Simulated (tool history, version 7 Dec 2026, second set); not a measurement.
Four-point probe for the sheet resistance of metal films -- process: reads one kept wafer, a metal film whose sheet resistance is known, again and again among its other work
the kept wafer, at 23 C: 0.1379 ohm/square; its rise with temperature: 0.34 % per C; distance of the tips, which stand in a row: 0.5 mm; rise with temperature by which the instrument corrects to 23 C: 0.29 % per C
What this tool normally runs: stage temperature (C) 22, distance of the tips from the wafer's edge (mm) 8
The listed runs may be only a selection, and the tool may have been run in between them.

run   hour  stage temperature (C)  distance of the tips from the wafer's edge (mm)  sheet resistance as the instrument gives it (ohm/square)
  1    0.0                     22                                                8                                                  0.138223
  2    8.4                     22                                                8                                                  0.138198
  3   21.9                     22                                                8                                                  0.138209
  4   40.3                     22                                                8                                                  0.138286
  5   52.3                     22                                                8                                                  0.138293
  6   67.4                     22                                                8                                                  0.138185
  7   80.6                     22                                                8                                                  0.138269
  8   95.5                     22                                               46                                                  0.138017
  9  111.7                     22                                               46                                                  0.138004
 10  128.4                     26                                                8                                                  0.138568
 11  139.9                     26                                                8                                                  0.138592
 12  147.8                     26                                               42                                                  0.138267
 13  155.8                     22                                                3                                                  0.140049
 14  169.0                     23                                                3                                                  0.140106
 15  181.0                     20                                                7                                                  0.138213
 16  193.4                     30                                               20                                                  0.138626
 17  207.2                     24                                               35                                                  0.138165
 18  221.0                     21                                               40                                                  0.137954

Measured minus without-hidden-state, run by run (identical run-to-run variation in each term; gauge scatter may differ):
The tool's hidden condition here consists of: inner tips' distance over the nominal, %; tips' flats over new ones', %; wafer's true temperature over the reading, C; drift of the gauge itself on sheet_ohm, %.
run  sheet resistance as the instrument gives it (ohm/square)
  1                                                 +0.000133
  2                                                 +0.000134
  3                                                 +0.000137
  4                                                 +0.000141
  5                                                 +0.000142
  6                                                 +0.000145
  7                                                 +0.000148
  8                                                 +0.000150
  9                                                 +0.000154
 10                                                 +0.000160
 11                                                 +0.000162
 12                                                 +0.000164
 13                                                 +0.000165
 14                                                 +0.000168
 15                                                 +0.000167
 16                                                 +0.000174
 17                                                 +0.000174
 18                                                 +0.000176
